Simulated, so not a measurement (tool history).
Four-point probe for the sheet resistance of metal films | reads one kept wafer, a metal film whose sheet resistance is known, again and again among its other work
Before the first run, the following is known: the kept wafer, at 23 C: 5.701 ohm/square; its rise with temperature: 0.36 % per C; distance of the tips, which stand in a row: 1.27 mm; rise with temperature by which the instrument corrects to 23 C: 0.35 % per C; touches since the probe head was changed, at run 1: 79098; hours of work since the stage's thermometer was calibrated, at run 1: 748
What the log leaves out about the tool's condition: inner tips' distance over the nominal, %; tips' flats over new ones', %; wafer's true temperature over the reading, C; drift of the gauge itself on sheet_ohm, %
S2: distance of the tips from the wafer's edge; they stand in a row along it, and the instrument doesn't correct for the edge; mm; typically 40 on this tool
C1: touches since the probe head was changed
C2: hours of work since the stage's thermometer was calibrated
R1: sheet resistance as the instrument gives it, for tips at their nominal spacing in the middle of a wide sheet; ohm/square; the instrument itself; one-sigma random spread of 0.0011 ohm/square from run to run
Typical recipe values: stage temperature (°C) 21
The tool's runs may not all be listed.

Run 1, hour 0.0: usual settings; C1 79098; C2 748. Result: R1 5.749231 ohm/square.
Run 2, hour 33.1: usual settings; C1 80005; C2 763. Result: R1 5.747773 ohm/square.
Run 3, hour 74.7: usual settings; C1 81141; C2 781. Result: R1 5.749333 ohm/square.
Run 4, hour 113.0: usual settings; C1 82191; C2 798. Result: R1 5.749074 ohm/square.
Run 5, hour 136.8: usual settings; C1 82842; C2 808. Result: R1 5.748890 ohm/square.
Run 6, hour 167.0: usual settings; C1 83669; C2 822. Result: R1 5.747510 ohm/square.
Run 7, hour 186.8: usual settings; C1 84209; C2 830. Result: R1 5.750545 ohm/square.
Run 8, hour 213.9: usual settings; C1 84950; C2 842. Result: R1 5.750542 ohm/square.
Run 9, hour 252.6: usual settings; C1 86010; C2 859. Result: R1 5.751799 ohm/square.
Run 10, hour 280.2: usual settings but stage temperature (°C) 26; C1 86763; C2 871. Result: R1 5.755914 ohm/square.
Run 11, hour 299.4: usual settings but stage temperature (°C) 26; C1 87288; C2 880. Result: R1 5.757472 ohm/square.
Run 12, hour 325.8: usual settings; C1 88012; C2 892. Result: R1 5.755429 ohm/square.
At hour 330.1: stage's thermometer calibrated.
Run 13, hour 353.6: usual settings but stage temperature (°C) 23; C1 88758; C2 10. Result: R1 5.754947 ohm/square.
Run 14, hour 392.9: usual settings but stage temperature (°C) 23; C1 89835; C2 28. Result: R1 5.752993 ohm/square.
Run 15, hour 423.8: usual settings but stage temperature (°C) 23; C1 90680; C2 41. Result: R1 5.756390 ohm/square.
Run 16, hour 460.6: usual settings but stage temperature (°C) 23; C1 91687; C2 57. Result: R1 5.755339 ohm/square.
Run 17, hour 501.8: usual settings but stage temperature (°C) 23; C1 92814; C2 76. Result: R1 5.756173 ohm/square.
Run 18, hour 523.7: usual settings but S2 10 mm; C1 93413; C2 85. Result: R1 5.800587 ohm/square.
At hour 527.9: stage's thermometer calibrated, once more.
Run 19, hour 556.5: usual settings but stage temperature (°C) 34, S2 10 mm; C1 94297; C2 13. Result: R1 5.820129 ohm/square.
Run 20, hour 593.7: usual settings but stage temperature (°C) 34, S2 10 mm; C1 95314; C2 29. Result: R1 5.822498 ohm/square.
Run 21, hour 624.9: usual settings but stage temperature (°C) 34, S2 10 mm; C1 96169; C2 43. Result: R1 5.820399 ohm/square.
Run 22, hour 647.0: usual settings but stage temperature (°C) 34, S2 10 mm; C1 96772; C2 52. Result: R1 5.823967 ohm/square.
Run 23, hour 666.4: usual settings but S2 15 mm; C1 97303; C2 61. Result: R1 5.782259 ohm/square.
Run 24, hour 686.4: usual settings but stage temperature (°C) 23, S2 15 mm; C1 97852; C2 70. Result: R1 5.785702 ohm/square.
Run 25, hour 725.4: usual settings but stage temperature (°C) 23, S2 15 mm; C1 98918; C2 87. Result: R1 5.786304 ohm/square.
Run 26, hour 758.3: usual settings but stage temperature (°C) 29, S2 13 mm; C1 99819; C2 101. Result: R1 5.800308 ohm/square.
Run 27, hour 783.3: usual settings but stage temperature (°C) 30; C1 100502; C2 112. Result: R1 5.774934 ohm/square.
Run 28, hour 805.3: usual settings but stage temperature (°C) 30, S2 4 mm; C1 101105; C2 122. Result: R1 6.067675 ohm/square.
Run 29, hour 845.2: usual settings but stage temperature (°C) 19, S2 73 mm; C1 102197; C2 140. Result: R1 5.765805 ohm/square.
Run 30, hour 866.7: usual settings but stage temperature (°C) 19, S2 73 mm; C1 102785; C2 149. Result: R1 5.765648 ohm/square.
Run 31, hour 885.9: usual settings but stage temperature (°C) 32, S2 14 mm; C1 103311; C2 158. Result: R1 5.800248 ohm/square.
Run 32, hour 921.6: usual settings but stage temperature (°C) 32, S2 32 mm; C1 104287; C2 173. Result: R1 5.780738 ohm/square.
Run 33, hour 939.7: usual settings but stage temperature (°C) 32, S2 32 mm; C1 104782; C2 181. Result: R1 5.780462 ohm/square.
Run 34, hour 973.7: usual settings but stage temperature (°C) 32, S2 11 mm; C1 105713; C2 196. Result: R1 5.816954 ohm/square.
Run 35, hour 996.8: usual settings but stage temperature (°C) 32, S2 54 mm; C1 106343; C2 207. Result: R1 5.778700 ohm/square.
Run 36, hour 1018.9: usual settings but stage temperature (°C) 24, S2 36 mm; C1 106949; C2 216. Result: R1 5.774898 ohm/square.
Run 37, hour 1046.7: usual settings but stage temperature (°C) 24, S2 65 mm; C1 107709; C2 229. Result: R1 5.772245 ohm/square.
Run 38, hour 1077.0: usual settings but stage temperature (°C) 24, S2 65 mm; C1 108539; C2 242. Result: R1 5.772494 ohm/square.
Run 39, hour 1099.5: usual settings but stage temperature (°C) 24, S2 65 mm; C1 109154; C2 252. Result: R1 5.773273 ohm/square.
Run 40, hour 1124.4: usual settings but stage temperature (°C) 18, S2 29 mm; C1 109835; C2 263. Result: R1 5.772829 ohm/square.
Run 41, hour 1158.6: usual settings but stage temperature (°C) 18, S2 29 mm; C1 110771; C2 278. Result: R1 5.773978 ohm/square.

Consider 5 possible next runs. They are alternatives, not a sequence: every one starts from the tool as it was left by run 41. What does each give?
Run A, hour 1186.5: usual settings but stage temperature (°C) 24, S2 9 mm; C1 111533; C2 290. Result: R1 ?.
Run B, hour 1186.5: usual settings but stage temperature (°C) 19, S2 50 mm; C1 111533; C2 290. Result: R1 ?.
Run C, hour 1186.5: usual settings but S2 24 mm; C1 111533; C2 290. Result: R1 ?.
Run D, hour 1186.5: usual settings but stage temperature (°C) 29, S2 29 mm; C1 111533; C2 290. Result: R1 ?.
Run E, hour 1186.5: usual settings but stage temperature (°C) 27, S2 4 mm; C1 111533; C2 290. Result: R1 ?.

run        R1
  A  5.834976
  B  5.773686
  C  5.780030
  D  5.785628
  E  6.073049
Without the tool's hidden state the same runs would have given:
run        R1
  A  5.762754
  B  5.702161
  C  5.708434
  D  5.713970
  E  5.998138
